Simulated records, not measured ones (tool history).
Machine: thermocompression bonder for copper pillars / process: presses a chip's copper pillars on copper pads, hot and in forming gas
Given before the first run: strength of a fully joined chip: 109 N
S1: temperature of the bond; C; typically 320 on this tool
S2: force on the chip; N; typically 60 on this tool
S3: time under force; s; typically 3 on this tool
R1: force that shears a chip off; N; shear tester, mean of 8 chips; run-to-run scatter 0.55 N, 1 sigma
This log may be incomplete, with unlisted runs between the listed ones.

| run | hour | S1 | S2 | S3 | R1 |
|---|---|---|---|---|---|
| 1 | 0.0 | 320 | 60 | 3 | 50.2 |
| 2 | 17.5 | 320 | 60 | 2 | 42.4 |
| 3 | 29.5 | 320 | 60 | 2 | 41.8 |
| 4 | 42.5 | 320 | 60 | 2 | 43.1 |
| 5 | 55.1 | 320 | 60 | 6 | 62.2 |
| 6 | 70.4 | 335 | 60 | 6 | 69.5 |
| 7 | 80.3 | 335 | 60 | 6 | 68.5 |
| 8 | 90.5 | 320 | 52 | 3 | 44.4 |
| 9 | 109.6 | 320 | 52 | 6 | 57.4 |
| 10 | 127.6 | 320 | 60 | 3 | 49.1 |
| 11 | 147.1 | 343 | 68 | 8 | 80.7 |
| 12 | 159.2 | 320 | 44 | 3 | 39.1 |
| 13 | 168.0 | 314 | 68 | 5 | 61.0 |
| 14 | 187.3 | 332 | 60 | 8 | 72.7 |
| 15 | 196.2 | 333 | 37 | 5 | 45.7 |
| 16 | 209.8 | 322 | 60 | 4 | 55.7 |
| 17 | 228.1 | 294 | 50 | 7 | 46.8 |
| 18 | 247.7 | 294 | 50 | 7 | 46.4 |
| 19 | 260.5 | 294 | 37 | 2 | 20.7 |
| 20 | 269.5 | 294 | 37 | 2 | 22.3 |

Consider 5 possible next runs. They are alternatives, not a sequence: every one starts from the tool as it was left by run 20. What does each give?
| A | 284.5 | 306 | 41 | 3 | ? |
| B | 284.5 | 295 | 60 | 2 | ? |
| C | 284.5 | 294 | 60 | 2 | ? |
| D | 284.5 | 339 | 39 | 3 | ? |
| E | 284.5 | 335 | 38 | 9 | ? |

| run | R1 |
|---|---|
| A | 32.4 |
| B | 32.7 |
| C | 33.2 |
| D | 40.9 |
| E | 58.8 |
Without the tool's unlogged condition, the same runs would have read:
| run | R1 |
|---|---|
| A | 32.1 |
| B | 32.3 |
| C | 32.8 |
| D | 40.9 |
| E | 58.9 |
